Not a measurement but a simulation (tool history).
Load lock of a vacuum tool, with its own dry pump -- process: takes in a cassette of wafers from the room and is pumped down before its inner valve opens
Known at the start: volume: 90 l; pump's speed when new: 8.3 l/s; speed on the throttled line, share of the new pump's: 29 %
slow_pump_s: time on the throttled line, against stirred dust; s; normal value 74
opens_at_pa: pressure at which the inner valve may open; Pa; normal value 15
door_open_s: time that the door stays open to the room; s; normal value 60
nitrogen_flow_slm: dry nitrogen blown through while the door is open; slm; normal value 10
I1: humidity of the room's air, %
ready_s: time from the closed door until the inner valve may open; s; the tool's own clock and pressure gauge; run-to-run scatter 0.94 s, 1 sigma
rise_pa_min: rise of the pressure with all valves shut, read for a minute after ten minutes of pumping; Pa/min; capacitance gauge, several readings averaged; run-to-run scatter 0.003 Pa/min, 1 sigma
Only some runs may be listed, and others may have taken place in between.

Run 1, hour 0.0: usual settings; I1 43.5. Result: ready_s 167.3 s, rise_pa_min 0.039 Pa/min.
Run 2, hour 365.4: usual settings but slow_pump_s 113 s; I1 46.1. Result: ready_s 193.2 s, rise_pa_min 0.041 Pa/min.
Run 3, hour 765.9: usual settings; I1 44.7. Result: ready_s 169.8 s, rise_pa_min 0.048 Pa/min.
Run 4, hour 1027.7: usual settings but opens_at_pa 13 Pa; I1 45.4. Result: ready_s 170.6 s, rise_pa_min 0.045 Pa/min.
Run 5, hour 1534.2: usual settings but opens_at_pa 13 Pa; I1 45.9. Result: ready_s 171.9 s, rise_pa_min 0.053 Pa/min.
Run 6, hour 1940.5: usual settings but opens_at_pa 13 Pa; I1 47.1. Result: ready_s 171.3 s, rise_pa_min 0.052 Pa/min.
At hour 2174.6: dry pump taken out, an overhauled one fitted.
Run 7, hour 2300.5: usual settings; I1 44.3. Result: ready_s 150.6 s, rise_pa_min 0.046 Pa/min.
Run 8, hour 2821.9: usual settings; I1 44.6. Result: ready_s 150.3 s, rise_pa_min 0.054 Pa/min.
Run 9, hour 3309.2: usual settings; I1 42.8. Result: ready_s 148.0 s, rise_pa_min 0.056 Pa/min.
Run 10, hour 3643.4: usual settings; I1 45.9. Result: ready_s 149.7 s, rise_pa_min 0.049 Pa/min.
Run 11, hour 4077.4: usual settings; I1 48.2. Result: ready_s 152.1 s, rise_pa_min 0.056 Pa/min.
Run 12, hour 4321.6: usual settings; I1 46.5. Result: ready_s 151.7 s, rise_pa_min 0.054 Pa/min.
Run 13, hour 4662.7: usual settings; I1 47.5. Result: ready_s 151.9 s, rise_pa_min 0.057 Pa/min.
Run 14, hour 5025.9: usual settings; I1 46.3. Result: ready_s 153.2 s, rise_pa_min 0.055 Pa/min.
Run 15, hour 5271.2: usual settings; I1 45.1. Result: ready_s 151.9 s, rise_pa_min 0.056 Pa/min.
Run 16, hour 5667.1: usual settings; I1 43.9. Result: ready_s 151.0 s, rise_pa_min 0.060 Pa/min.
Run 17, hour 5973.3: usual settings; I1 45.6. Result: ready_s 152.7 s, rise_pa_min 0.062 Pa/min.
Run 18, hour 6212.8: usual settings but nitrogen_flow_slm 16 slm; I1 45.1. Result: ready_s 154.0 s, rise_pa_min 0.058 Pa/min.
Run 19, hour 6605.7: usual settings but nitrogen_flow_slm 16 slm; I1 45.5. Result: ready_s 152.7 s, rise_pa_min 0.054 Pa/min.
Run 20, hour 6890.7: usual settings but opens_at_pa 11 Pa, door_open_s 146 s, nitrogen_flow_slm 12 slm; I1 44.6. Result: ready_s 155.8 s, rise_pa_min 0.085 Pa/min.
Run 21, hour 7328.7: usual settings but slow_pump_s 47 s, opens_at_pa 28 Pa, door_open_s 65 s, nitrogen_flow_slm 14 slm; I1 41.9. Result: ready_s 127.1 s, rise_pa_min 0.065 Pa/min.
Run 22, hour 7834.5: usual settings but slow_pump_s 47 s, opens_at_pa 28 Pa, door_open_s 65 s, nitrogen_flow_slm 14 slm; I1 41.0. Result: ready_s 129.6 s, rise_pa_min 0.065 Pa/min.
Run 23, hour 8245.0: usual settings but slow_pump_s 54 s; I1 40.6. Result: ready_s 142.3 s, rise_pa_min 0.064 Pa/min.
Run 24, hour 8609.2: usual settings but slow_pump_s 96 s; I1 40.2. Result: ready_s 168.5 s, rise_pa_min 0.065 Pa/min.
Run 25, hour 9005.2: usual settings but opens_at_pa 19 Pa; I1 45.7. Result: ready_s 152.5 s, rise_pa_min 0.076 Pa/min.
Run 26, hour 9425.3: usual settings but slow_pump_s 109 s, opens_at_pa 23 Pa, nitrogen_flow_slm 11 slm; I1 46.4. Result: ready_s 174.5 s, rise_pa_min 0.077 Pa/min.
Run 27, hour 9940.9: usual settings but door_open_s 143 s, nitrogen_flow_slm 43 slm; I1 48.6. Result: ready_s 154.6 s, rise_pa_min 0.079 Pa/min.
Run 28, hour 10391.4: usual settings but door_open_s 128 s, nitrogen_flow_slm 21 slm; I1 45.4. Result: ready_s 156.6 s, rise_pa_min 0.089 Pa/min.
Run 29, hour 10743.9: usual settings but opens_at_pa 24 Pa, door_open_s 95 s, nitrogen_flow_slm 6 slm; I1 42.8. Result: ready_s 151.5 s, rise_pa_min 0.089 Pa/min.
Run 30, hour 10970.6: usual settings but slow_pump_s 99 s, nitrogen_flow_slm 34 slm; I1 46.5. Result: ready_s 174.4 s, rise_pa_min 0.072 Pa/min.
Run 31, hour 11324.7: usual settings but slow_pump_s 99 s, nitrogen_flow_slm 34 slm; I1 49.2. Result: ready_s 175.0 s, rise_pa_min 0.074 Pa/min.
Run 32, hour 11742.9: usual settings but opens_at_pa 18 Pa, door_open_s 58 s; I1 42.9. Result: ready_s 158.5 s, rise_pa_min 0.077 Pa/min.

For run 33, what comes out?
Run 33, hour 12159.9: usual settings but opens_at_pa 18 Pa, door_open_s 58 s; I1 43.8. Result: ready_s ?, rise_pa_min ?.

{"run 33": {"ready_s": 158.8, "rise_pa_min": 0.081}}
The same run, on a tool lacking any hidden state, would have yielded ready_s 148.1 s, rise_pa_min 0.037 Pa/min.
